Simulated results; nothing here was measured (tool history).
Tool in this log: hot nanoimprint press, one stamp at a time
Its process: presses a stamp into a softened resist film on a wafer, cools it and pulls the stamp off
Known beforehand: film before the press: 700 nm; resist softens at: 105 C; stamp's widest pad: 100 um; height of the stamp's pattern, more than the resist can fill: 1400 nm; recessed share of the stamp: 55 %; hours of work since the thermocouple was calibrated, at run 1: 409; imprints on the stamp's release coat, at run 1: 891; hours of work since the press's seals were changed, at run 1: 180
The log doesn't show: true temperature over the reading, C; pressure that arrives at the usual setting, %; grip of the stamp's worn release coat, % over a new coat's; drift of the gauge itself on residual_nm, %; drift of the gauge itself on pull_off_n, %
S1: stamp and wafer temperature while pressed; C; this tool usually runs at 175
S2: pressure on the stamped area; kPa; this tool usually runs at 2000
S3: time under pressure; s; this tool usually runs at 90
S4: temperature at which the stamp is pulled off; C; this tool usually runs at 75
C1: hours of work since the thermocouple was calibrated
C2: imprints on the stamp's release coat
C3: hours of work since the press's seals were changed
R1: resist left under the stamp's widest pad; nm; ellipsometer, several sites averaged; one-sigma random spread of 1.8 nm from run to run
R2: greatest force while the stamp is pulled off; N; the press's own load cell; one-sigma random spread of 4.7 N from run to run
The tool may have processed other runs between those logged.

run	hour	S1	S2	S3	S4	C1	C2	C3	R1	R2
1	0.0	175	2000	90	75	409	891	180	390.7	294
2	14.8	175	2000	90	75	416	918	188	390.0	295
3	29.6	175	2290	90	75	424	944	195	371.8	285
4	51.6	175	2290	90	75	435	983	206	372.9	282
# hour 64.2: plate thermocouple calibrated
5	66.8	175	2000	90	75	1	1005	212	368.4	271
6	86.3	175	1850	90	75	11	1040	222	376.1	289
7	105.7	175	2000	90	75	21	1074	231	368.5	276
8	115.8	175	2910	90	75	26	1092	236	319.5	287
9	126.1	175	2910	90	75	31	1111	241	320.3	292
10	146.4	165	2000	90	75	41	1147	251	545.3	288
11	162.1	175	2000	90	75	49	1175	259	373.6	275
12	182.3	175	1670	90	75	59	1211	269	394.5	293
13	194.1	175	2000	90	75	64	1232	275	371.9	287
14	209.2	175	2000	90	75	72	1259	283	372.5	296
15	223.7	175	2000	90	75	79	1284	290	372.5	302
16	237.2	175	2000	90	75	86	1308	296	373.6	313
17	252.4	175	3070	90	66	93	1336	304	316.1	343
18	264.0	178	1260	90	66	99	1356	310	388.0	339
19	276.2	175	2000	46	83	105	1378	316	464.3	267
20	286.6	187	2000	46	70	110	1396	321	281.5	330
21	300.2	182	1490	90	75	117	1421	328	304.0	305
22	311.8	182	1490	130	60	123	1441	333	261.3	382
23	322.7	175	1270	90	75	128	1461	339	436.9	309
24	333.2	169	2820	135	69	133	1480	344	382.6	355
25	343.6	169	2820	135	69	139	1498	349	382.3	349
26	363.5	169	2820	135	69	148	1534	359	385.0	335
27	373.9	169	2820	135	69	154	1552	364	383.8	348
28	394.5	169	2820	135	69	164	1589	375	385.8	336
29	411.3	175	1460	50	75	172	1619	383	499.2	316
30	430.2	175	1460	161	62	182	1652	392	344.8	384

Alternative continuations, all from the tool just after run 30; predict every row:
A	440.9	170	3200	161	75	187	1671	397	?	?
B	440.9	175	2220	161	62	187	1671	397	?	?
C	440.9	164	1460	66	79	187	1671	397	?	?
D	440.9	185	2000	90	73	187	1671	397	?	?

run	R1	R2
A	330.1	312
B	290.6	387
C	618.9	295
D	236.4	332
Stripped of hidden state, with their random variation kept, the same runs would have yielded:
run	R1	R2
A	314.2	223
B	277.2	277
C	609.9	210
D	226.3	237
